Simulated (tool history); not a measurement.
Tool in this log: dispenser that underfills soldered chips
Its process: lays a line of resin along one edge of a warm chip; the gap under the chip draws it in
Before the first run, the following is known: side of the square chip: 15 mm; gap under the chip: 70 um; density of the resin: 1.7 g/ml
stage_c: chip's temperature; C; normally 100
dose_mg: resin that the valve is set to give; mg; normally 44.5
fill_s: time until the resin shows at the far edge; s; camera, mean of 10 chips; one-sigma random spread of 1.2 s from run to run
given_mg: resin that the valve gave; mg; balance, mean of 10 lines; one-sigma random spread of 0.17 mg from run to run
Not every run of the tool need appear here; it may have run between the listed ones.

run	day	stage_c	dose_mg	fill_s	given_mg
1	0	100	44.5	169.3	44.06
# day 0.167: new syringe of resin
2	0.196	100	44.5	117.2	43.97
3	0.354	93	44.5	199.5	43.66
4	0.529	93	44.5	260.6	43.68
# day 0.608: new syringe of resin
5	0.65	86	44.5	206.4	43.72
6	0.812	100	44.5	152.9	43.47
7	0.992	100	44.5	204.5	43.79
# day 1.042: new syringe of resin
8	1.25	100	44.5	150.6	43.41
# day 1.488: new syringe of resin
9	1.5	100	44.5	113.8	43.47
10	1.75	100	44.5	167.4	42.75
# day 1.933: new syringe of resin
11	1.954	100	41.6	116.8	40.42
12	2.079	113	41.6	88.2	40.26
# day 2.2: dispensing valve cleaned and set on the balance
13	2.354	113	41.6	125.2	41.51
# day 2.417: new syringe of resin
14	2.621	109	40.4	112.2	40.59
# day 2.85: new syringe of resin
15	2.904	109	40.4	86.4	40.02
16	3.071	111	55.9	103.9	55.48
# day 3.292: new syringe of resin
17	3.308	111	55.9	74.6	55.06
18	3.471	100	49.3	145.5	48.71
19	3.638	100	49.3	194.2	48.35
# day 3.721: new syringe of resin
20	3.788	100	49.3	124.2	48.53
21	4.025	110	44.5	120.7	43.71
# day 4.154: new syringe of resin
22	4.279	110	44.5	91.9	43.78
23	4.475	91	41.6	266.6	40.67
# day 4.596: new syringe of resin
24	4.604	103	52.6	98.6	51.42
25	4.854	105	43.3	138.6	42.32

Same runs, no hidden state in the tool, same run-to-run variation:
The tool's hidden condition here consists of: resin's viscosity, % of fresh resin's; dose that the valve gives, % of what is set; true chip temperature over the reading, C; drift of the gauge itself on fill_s, %; drift of the gauge itself on given_mg, %.
run	fill_s	given_mg
1	111.9	44.61
2	110.9	44.6
3	147.3	44.36
4	146.6	44.45
5	193.6	44.54
6	111.4	44.36
7	113.1	44.77
8	108.9	44.49
9	111.8	44.66
10	111.1	44.04
11	112.6	41.71
12	69.4	41.6
13	69	41.61
14	80.8	40.77
15	79.4	40.32
16	73.3	55.98
17	72.8	55.69
18	110.2	49.35
19	113.1	49.06
20	111.7	49.3
21	74.6	44.53
22	76.2	44.71
23	162.3	41.62
24	97.5	52.68
25	92.9	43.47
